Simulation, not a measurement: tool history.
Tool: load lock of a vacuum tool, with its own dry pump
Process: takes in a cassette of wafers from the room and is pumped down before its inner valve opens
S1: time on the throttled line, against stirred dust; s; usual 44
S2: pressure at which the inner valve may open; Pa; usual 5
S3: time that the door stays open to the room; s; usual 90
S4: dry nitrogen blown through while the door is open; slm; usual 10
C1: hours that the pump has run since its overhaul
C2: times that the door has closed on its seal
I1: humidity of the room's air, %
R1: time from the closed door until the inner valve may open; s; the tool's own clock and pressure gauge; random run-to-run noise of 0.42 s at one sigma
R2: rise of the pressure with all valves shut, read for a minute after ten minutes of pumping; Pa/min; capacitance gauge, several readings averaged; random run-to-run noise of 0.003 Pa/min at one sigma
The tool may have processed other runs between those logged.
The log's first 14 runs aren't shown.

Run 15, hour 861.3: usual settings but S2 10 Pa; C1 1307; C2 8799; I1 44. Result: R1 77.1 s, R2 0.084 Pa/min.
Run 16, hour 944.1: usual settings but S4 23 slm; C1 1389; C2 9137; I1 43.7. Result: R1 81.7 s, R2 0.072 Pa/min.
Run 17, hour 991.1: usual settings; C1 1436; C2 9328; I1 47.9. Result: R1 80.9 s, R2 0.087 Pa/min.
Run 18, hour 1079: usual settings but S3 220 s; C1 1524; C2 9687; I1 45.3. Result: R1 81.7 s, R2 0.113 Pa/min.
Run 19, hour 1122: usual settings; C1 1567; C2 9862; I1 46.8. Result: R1 81.1 s, R2 0.094 Pa/min.
Run 20, hour 1188.6: usual settings; C1 1634; C2 10133; I1 43.7. Result: R1 81.5 s, R2 0.088 Pa/min.
Run 21, hour 1246.9: usual settings; C1 1692; C2 10371; I1 45.9. Result: R1 81.5 s, R2 0.087 Pa/min.
Run 22, hour 1311.7: usual settings; C1 1757; C2 10635; I1 47.1. Result: R1 81.4 s, R2 0.094 Pa/min.
Run 23, hour 1400.3: usual settings; C1 1846; C2 10996; I1 43.9. Result: R1 80.9 s, R2 0.099 Pa/min.
Run 24, hour 1468.8: usual settings; C1 1914; C2 11275; I1 41.6. Result: R1 81.6 s, R2 0.095 Pa/min.
Run 25, hour 1522.5: usual settings but S1 36 s, S2 10 Pa, S3 41 s, S4 18 slm; C1 1968; C2 11493; I1 41.9. Result: R1 70.8 s, R2 0.071 Pa/min.
Run 26, hour 1558.6: usual settings but S1 22 s; C1 2004; C2 11641; I1 47.1. Result: R1 65.6 s, R2 0.1 Pa/min.
Run 27, hour 1626.3: usual settings but S1 52 s, S2 9 Pa, S3 34 s, S4 5 slm; C1 2072; C2 11917; I1 41.4. Result: R1 84.7 s, R2 0.091 Pa/min.
Run 28, hour 1707: usual settings but S1 48 s, S2 4 Pa, S3 81 s, S4 30 slm; C1 2152; C2 12245; I1 40.4. Result: R1 86.6 s, R2 0.077 Pa/min.
Run 29, hour 1778.8: usual settings; C1 2224; C2 12538; I1 48.8. Result: R1 81.5 s, R2 0.11 Pa/min.
Run 30, hour 1850.9: usual settings but S1 35 s; C1 2296; C2 12832; I1 43.3. Result: R1 75.1 s, R2 0.104 Pa/min.
Run 31, hour 1902.8: usual settings but S1 50 s, S2 4 Pa, S3 93 s; C1 2348; C2 13043; I1 44.6. Result: R1 87.8 s, R2 0.112 Pa/min.
Run 32, hour 1950: usual settings but S1 51 s, S2 9 Pa; C1 2395; C2 13236; I1 43.1. Result: R1 83.4 s, R2 0.107 Pa/min.
Run 33, hour 1992.4: usual settings but S1 38 s, S2 9 Pa, S3 43 s, S4 29 slm; C1 2438; C2 13408; I1 44.3. Result: R1 73.5 s, R2 0.085 Pa/min.
Run 34, hour 2073.5: usual settings but S1 38 s, S2 4 Pa, S3 43 s, S4 26 slm; C1 2519; C2 13739; I1 44.3. Result: R1 78.2 s, R2 0.09 Pa/min.
Run 35, hour 2119.8: usual settings but S3 183 s, S4 5 slm; C1 2565; C2 13928; I1 44.6. Result: R1 81.3 s, R2 0.154 Pa/min.
Run 36, hour 2165.5: usual settings but S2 7 Pa; C1 2611; C2 14114; I1 45. Result: R1 79.6 s, R2 0.118 Pa/min.
Run 37, hour 2237.1: usual settings but S2 7 Pa, S4 7 slm; C1 2682; C2 14406; I1 43. Result: R1 78.6 s, R2 0.124 Pa/min.
Run 38, hour 2295: usual settings but S2 7 Pa, S4 7 slm; C1 2740; C2 14641; I1 46.5. Result: R1 80.5 s, R2 0.122 Pa/min.

Consider 3 possible next runs. They are alternatives, not a sequence: every one starts from the tool as it was left by run 38. What does each give?
Run A, hour 2367.2: usual settings but S1 64 s, S2 6 Pa, S4 31 slm; C1 2813; C2 14936; I1 44.8. Result: R1 ?, R2 ?.
Run B, hour 2367.2: usual settings but S3 190 s; C1 2813; C2 14936; I1 47.5. Result: R1 ?, R2 ?.
Run C, hour 2367.2: usual settings but S4 9 slm; C1 2813; C2 14936; I1 47.7. Result: R1 ?, R2 ?.

run    R1     R2
  A  95.1  0.108
  B  81.7  0.138
  C  81.8  0.126
The same runs, with their run-to-run variation unchanged, on a tool lacking any hidden condition would have given:
run    R1     R2
  A  93.9  0.029
  B  80.3  0.059
  C  80.4  0.047
